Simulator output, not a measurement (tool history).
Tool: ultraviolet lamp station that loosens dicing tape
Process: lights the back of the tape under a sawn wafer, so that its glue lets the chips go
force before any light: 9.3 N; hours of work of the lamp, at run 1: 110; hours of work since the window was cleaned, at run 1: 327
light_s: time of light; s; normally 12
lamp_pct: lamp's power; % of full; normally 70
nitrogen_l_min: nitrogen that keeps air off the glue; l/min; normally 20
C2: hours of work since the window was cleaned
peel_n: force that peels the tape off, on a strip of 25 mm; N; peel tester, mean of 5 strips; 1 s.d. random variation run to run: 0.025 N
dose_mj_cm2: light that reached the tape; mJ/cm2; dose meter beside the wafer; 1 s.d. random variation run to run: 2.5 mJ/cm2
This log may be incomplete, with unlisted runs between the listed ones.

{"run": 1, "hour": 0.0, "light_s": 12, "lamp_pct": 70, "nitrogen_l_min": 20, "hours of work of the lamp": 110, "C2": 327, "peel_n": 1.593, "dose_mj_cm2": 263}
{"run": 2, "hour": 17.0, "light_s": 12, "lamp_pct": 70, "nitrogen_l_min": 20, "hours of work of the lamp": 120, "C2": 338, "peel_n": 1.538, "dose_mj_cm2": 262}
{"run": 3, "hour": 40.3, "light_s": 12, "lamp_pct": 70, "nitrogen_l_min": 20, "hours of work of the lamp": 134, "C2": 352, "peel_n": 1.621, "dose_mj_cm2": 257}
{"run": 4, "hour": 67.8, "light_s": 12, "lamp_pct": 66, "nitrogen_l_min": 20, "hours of work of the lamp": 151, "C2": 369, "peel_n": 1.793, "dose_mj_cm2": 244}
{"run": 5, "hour": 86.3, "light_s": 12, "lamp_pct": 66, "nitrogen_l_min": 20, "hours of work of the lamp": 163, "C2": 380, "peel_n": 1.747, "dose_mj_cm2": 240}
{"run": 6, "hour": 98.8, "light_s": 12, "lamp_pct": 70, "nitrogen_l_min": 34, "hours of work of the lamp": 170, "C2": 388, "peel_n": 1.294, "dose_mj_cm2": 254}
{"run": 7, "hour": 113.2, "light_s": 12, "lamp_pct": 70, "nitrogen_l_min": 34, "hours of work of the lamp": 179, "C2": 397, "peel_n": 1.259, "dose_mj_cm2": 256}
{"run": 8, "hour": 127.5, "light_s": 12, "lamp_pct": 70, "nitrogen_l_min": 34, "hours of work of the lamp": 188, "C2": 405, "peel_n": 1.243, "dose_mj_cm2": 257}
{"run": 9, "hour": 142.9, "light_s": 12, "lamp_pct": 70, "nitrogen_l_min": 34, "hours of work of the lamp": 197, "C2": 415, "peel_n": 1.252, "dose_mj_cm2": 256}
{"run": 10, "hour": 155.7, "light_s": 12, "lamp_pct": 70, "nitrogen_l_min": 34, "hours of work of the lamp": 205, "C2": 423, "peel_n": 1.304, "dose_mj_cm2": 250}
{"run": 11, "hour": 172.2, "light_s": 12, "lamp_pct": 70, "nitrogen_l_min": 20, "hours of work of the lamp": 215, "C2": 433, "peel_n": 1.724, "dose_mj_cm2": 252}
{"run": 12, "hour": 196.8, "light_s": 12, "lamp_pct": 70, "nitrogen_l_min": 20, "hours of work of the lamp": 230, "C2": 448, "peel_n": 1.7, "dose_mj_cm2": 243}
{"run": 13, "hour": 209.5, "light_s": 12, "lamp_pct": 70, "nitrogen_l_min": 20, "hours of work of the lamp": 238, "C2": 456, "peel_n": 1.77, "dose_mj_cm2": 245}

What will run 14 give?
{"run": 14, "hour": 235.1, "light_s": 9, "lamp_pct": 71, "nitrogen_l_min": 39, "hours of work of the lamp": 254, "C2": 471, "peel_n": "?", "dose_mj_cm2": "?"}

{"run 14": {"peel_n": 2.036, "dose_mj_cm2": 188}}
Without the tool's hidden state the same run would have given peel_n 1.434 N, dose_mj_cm2 232 mJ/cm2.
